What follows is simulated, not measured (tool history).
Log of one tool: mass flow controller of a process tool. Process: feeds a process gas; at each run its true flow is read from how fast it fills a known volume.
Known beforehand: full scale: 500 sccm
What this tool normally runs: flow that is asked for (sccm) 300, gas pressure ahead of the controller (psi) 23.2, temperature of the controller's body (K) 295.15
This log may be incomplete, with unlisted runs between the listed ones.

run	hour	flow that is asked for (sccm)	gas pressure ahead of the controller (psi)	temperature of the controller's body (K)	true flow (%)
1	0	300	23.2	295.15	100.88
2	314.8	300	23.2	304.15	100.22
3	555.5	300	23.2	295.15	101.09
4	853.8	300	23.2	295.15	101.23
5	1118.7	300	23.2	295.15	101.32
6	1264.5	300	23.2	295.15	101.24
7	1392	300	23.2	295.15	101.28
8	1621	300	23.2	295.15	101.31
9	1751.9	300	23.2	295.15	101.47
10	2052.2	300	23.2	295.15	101.44
# hour 2069.9: controller's zero set anew
11	2256.3	300	23.2	295.15	101.97
12	2553.1	156	30.7	300.15	101.63
13	2852.3	148	30.7	297.15	102.08
14	3158	148	30.7	297.15	102.31
# hour 3200.4: controller's zero set anew, once more
15	3316.7	148	30.7	297.15	99.88
16	3512	422	23.2	295.15	101.89
17	3652.6	349	40.2	310.15	99.64
18	3804.3	349	40.2	310.15	99.83
19	4078.8	75	37.1	311.15	98.9
20	4225.8	458	29.7	299.15	101.82
21	4355.8	162	21.9	299.15	100.56
22	4587	162	21.9	299.15	100.63

Predict each of these 5 candidate next runs independently; none follows another, all start after run 22:
A	4852.4	133	20.5	299.15	?
B	4852.4	162	21.9	296.15	?
C	4852.4	414	21.9	295.15	?
D	4852.4	162	32.8	313.15	?
E	4852.4	77	22.5	297.15	?

run	true flow (%)
A	100.67
B	100.99
C	102.32
D	99.34
E	101.17
Take away the tool's hidden state, keep each run's random variation, and the runs would have read:
run	true flow (%)
A	97.61
B	98.09
C	99.92
D	96.45
E	97.38
